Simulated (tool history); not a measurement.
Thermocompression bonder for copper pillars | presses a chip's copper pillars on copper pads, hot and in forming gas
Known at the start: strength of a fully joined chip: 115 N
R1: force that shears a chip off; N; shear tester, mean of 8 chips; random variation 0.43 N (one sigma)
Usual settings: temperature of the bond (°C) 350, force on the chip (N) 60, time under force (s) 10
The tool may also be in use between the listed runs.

{"run": 1, "hour": 0.0, "temperature of the bond (°C)": 350, "force on the chip (N)": 60, "time under force (s)": 10, "R1": 68.9}
{"run": 2, "hour": 21.8, "temperature of the bond (°C)": 350, "force on the chip (N)": 48, "time under force (s)": 10, "R1": 60.2}
{"run": 3, "hour": 32.0, "temperature of the bond (°C)": 350, "force on the chip (N)": 48, "time under force (s)": 10, "R1": 60.7}
{"run": 4, "hour": 42.3, "temperature of the bond (°C)": 350, "force on the chip (N)": 48, "time under force (s)": 10, "R1": 60.6}
{"hour": 57.2, "done": "forming gas filter changed"}
{"run": 5, "hour": 58.7, "temperature of the bond (°C)": 366, "force on the chip (N)": 60, "time under force (s)": 10, "R1": 76.3}
{"run": 6, "hour": 75.0, "temperature of the bond (°C)": 345, "force on the chip (N)": 60, "time under force (s)": 10, "R1": 67.1}
{"run": 7, "hour": 98.1, "temperature of the bond (°C)": 377, "force on the chip (N)": 60, "time under force (s)": 10, "R1": 80.7}
{"run": 8, "hour": 116.1, "temperature of the bond (°C)": 350, "force on the chip (N)": 65, "time under force (s)": 10, "R1": 73}
{"run": 9, "hour": 138.9, "temperature of the bond (°C)": 350, "force on the chip (N)": 65, "time under force (s)": 10, "R1": 72.4}
{"run": 10, "hour": 155.1, "temperature of the bond (°C)": 350, "force on the chip (N)": 65, "time under force (s)": 10, "R1": 72.7}
{"run": 11, "hour": 174.3, "temperature of the bond (°C)": 350, "force on the chip (N)": 65, "time under force (s)": 10, "R1": 72.5}
{"run": 12, "hour": 190.0, "temperature of the bond (°C)": 350, "force on the chip (N)": 65, "time under force (s)": 10, "R1": 72.4}
{"run": 13, "hour": 204.1, "temperature of the bond (°C)": 350, "force on the chip (N)": 78, "time under force (s)": 10, "R1": 78.4}
{"run": 14, "hour": 224.7, "temperature of the bond (°C)": 350, "force on the chip (N)": 78, "time under force (s)": 10, "R1": 77.2}
{"run": 15, "hour": 248.0, "temperature of the bond (°C)": 350, "force on the chip (N)": 58, "time under force (s)": 10, "R1": 67.9}
{"run": 16, "hour": 259.1, "temperature of the bond (°C)": 350, "force on the chip (N)": 58, "time under force (s)": 10, "R1": 67.9}
{"run": 17, "hour": 270.6, "temperature of the bond (°C)": 350, "force on the chip (N)": 58, "time under force (s)": 10, "R1": 67.9}
{"run": 18, "hour": 291.1, "temperature of the bond (°C)": 350, "force on the chip (N)": 60, "time under force (s)": 10, "R1": 70.1}
{"run": 19, "hour": 314.9, "temperature of the bond (°C)": 338, "force on the chip (N)": 60, "time under force (s)": 10, "R1": 63.9}
{"hour": 319.0, "done": "heater calibrated with a thermocouple chip"}
{"run": 20, "hour": 335.9, "temperature of the bond (°C)": 350, "force on the chip (N)": 60, "time under force (s)": 10, "R1": 68.6}
{"run": 21, "hour": 354.6, "temperature of the bond (°C)": 324, "force on the chip (N)": 90, "time under force (s)": 25, "R1": 90.1}
{"hour": 366.2, "done": "heater calibrated with a thermocouple chip, once more"}
{"run": 22, "hour": 370.4, "temperature of the bond (°C)": 324, "force on the chip (N)": 90, "time under force (s)": 25, "R1": 88.2}
{"run": 23, "hour": 380.9, "temperature of the bond (°C)": 324, "force on the chip (N)": 51, "time under force (s)": 25, "R1": 70.3}
{"run": 24, "hour": 392.4, "temperature of the bond (°C)": 324, "force on the chip (N)": 51, "time under force (s)": 9, "R1": 50.1}
{"hour": 415.1, "done": "forming gas filter changed"}
{"run": 25, "hour": 415.7, "temperature of the bond (°C)": 360, "force on the chip (N)": 69, "time under force (s)": 6, "R1": 67.5}
{"run": 26, "hour": 428.7, "temperature of the bond (°C)": 360, "force on the chip (N)": 69, "time under force (s)": 6, "R1": 68.7}
{"run": 27, "hour": 441.1, "temperature of the bond (°C)": 360, "force on the chip (N)": 69, "time under force (s)": 6, "R1": 67.8}
{"run": 28, "hour": 457.6, "temperature of the bond (°C)": 369, "force on the chip (N)": 73, "time under force (s)": 10, "R1": 84.8}
{"run": 29, "hour": 472.0, "temperature of the bond (°C)": 369, "force on the chip (N)": 80, "time under force (s)": 10, "R1": 87.3}
{"run": 30, "hour": 496.2, "temperature of the bond (°C)": 366, "force on the chip (N)": 84, "time under force (s)": 7, "R1": 79.7}
{"run": 31, "hour": 506.3, "temperature of the bond (°C)": 350, "force on the chip (N)": 65, "time under force (s)": 20, "R1": 86.1}
{"run": 32, "hour": 522.0, "temperature of the bond (°C)": 364, "force on the chip (N)": 46, "time under force (s)": 9, "R1": 63.8}
{"run": 33, "hour": 533.5, "temperature of the bond (°C)": 367, "force on the chip (N)": 46, "time under force (s)": 9, "R1": 64.8}
{"run": 34, "hour": 551.3, "temperature of the bond (°C)": 367, "force on the chip (N)": 46, "time under force (s)": 9, "R1": 65.4}
{"run": 35, "hour": 562.3, "temperature of the bond (°C)": 328, "force on the chip (N)": 69, "time under force (s)": 10, "R1": 64.6}
{"run": 36, "hour": 577.0, "temperature of the bond (°C)": 331, "force on the chip (N)": 44, "time under force (s)": 15, "R1": 59.3}
{"run": 37, "hour": 595.2, "temperature of the bond (°C)": 331, "force on the chip (N)": 44, "time under force (s)": 15, "R1": 58.9}
{"run": 38, "hour": 615.8, "temperature of the bond (°C)": 362, "force on the chip (N)": 74, "time under force (s)": 20, "R1": 94.2}
{"run": 39, "hour": 632.9, "temperature of the bond (°C)": 362, "force on the chip (N)": 74, "time under force (s)": 20, "R1": 94.5}

3 ways to go on from here, each from the tool as it stands after run 39. What would each give?
{"run": "A", "hour": 652.0, "temperature of the bond (°C)": 332, "force on the chip (N)": 60, "time under force (s)": 10, "R1": "?"}
{"run": "B", "hour": 652.0, "temperature of the bond (°C)": 350, "force on the chip (N)": 61, "time under force (s)": 7, "R1": "?"}
{"run": "C", "hour": 652.0, "temperature of the bond (°C)": 321, "force on the chip (N)": 83, "time under force (s)": 10, "R1": "?"}

run=A R1=60.6
run=B R1=61.8
run=C R1=67.1
Without the tool's hidden state the same runs would have given:
run=A R1=59.8
run=B R1=61.1
run=C R1=66.3
